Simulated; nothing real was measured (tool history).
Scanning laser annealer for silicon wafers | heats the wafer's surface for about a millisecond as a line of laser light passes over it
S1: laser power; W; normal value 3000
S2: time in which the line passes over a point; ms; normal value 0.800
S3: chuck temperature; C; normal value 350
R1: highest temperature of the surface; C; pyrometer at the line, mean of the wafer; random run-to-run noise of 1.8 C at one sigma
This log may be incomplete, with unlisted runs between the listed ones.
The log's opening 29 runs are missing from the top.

| run | hour | S1 | S2 | S3 | R1 |
|---|---|---|---|---|---|
| 30 | 674.5 | 3209 | 0.800 | 350 | 1097 |
| 31 | 703.0 | 3209 | 0.800 | 350 | 1094 |
|  | 721.5 | laser's power meter calibrated, once more |
| 32 | 735.5 | 3209 | 0.800 | 350 | 1100 |
| 33 | 760.4 | 3209 | 0.800 | 350 | 1098 |
| 34 | 774.0 | 2930 | 0.609 | 389 | 972 |
| 35 | 805.3 | 2890 | 0.576 | 324 | 872 |
| 36 | 832.2 | 3190 | 0.661 | 373 | 1038 |
| 37 | 848.5 | 2734 | 0.661 | 386 | 945 |
| 38 | 867.6 | 2721 | 0.702 | 384 | 958 |
| 39 | 896.9 | 2721 | 0.702 | 384 | 956 |
| 40 | 920.2 | 2905 | 0.720 | 350 | 976 |

Alternative continuations, all from the tool just after run 40; predict every row:
| A | 940.9 | 2599 | 0.837 | 367 | ? |
| B | 940.9 | 3030 | 0.800 | 367 | ? |
| C | 940.9 | 3000 | 0.814 | 350 | ? |
| D | 940.9 | 2905 | 0.726 | 342 | ? |

| run | R1 |
|---|---|
| A | 969 |
| B | 1066 |
| C | 1043 |
| D | 973 |
Without the tool's hidden state the same runs would have given:
| run | R1 |
|---|---|
| A | 982 |
| B | 1080 |
| C | 1058 |
| D | 987 |

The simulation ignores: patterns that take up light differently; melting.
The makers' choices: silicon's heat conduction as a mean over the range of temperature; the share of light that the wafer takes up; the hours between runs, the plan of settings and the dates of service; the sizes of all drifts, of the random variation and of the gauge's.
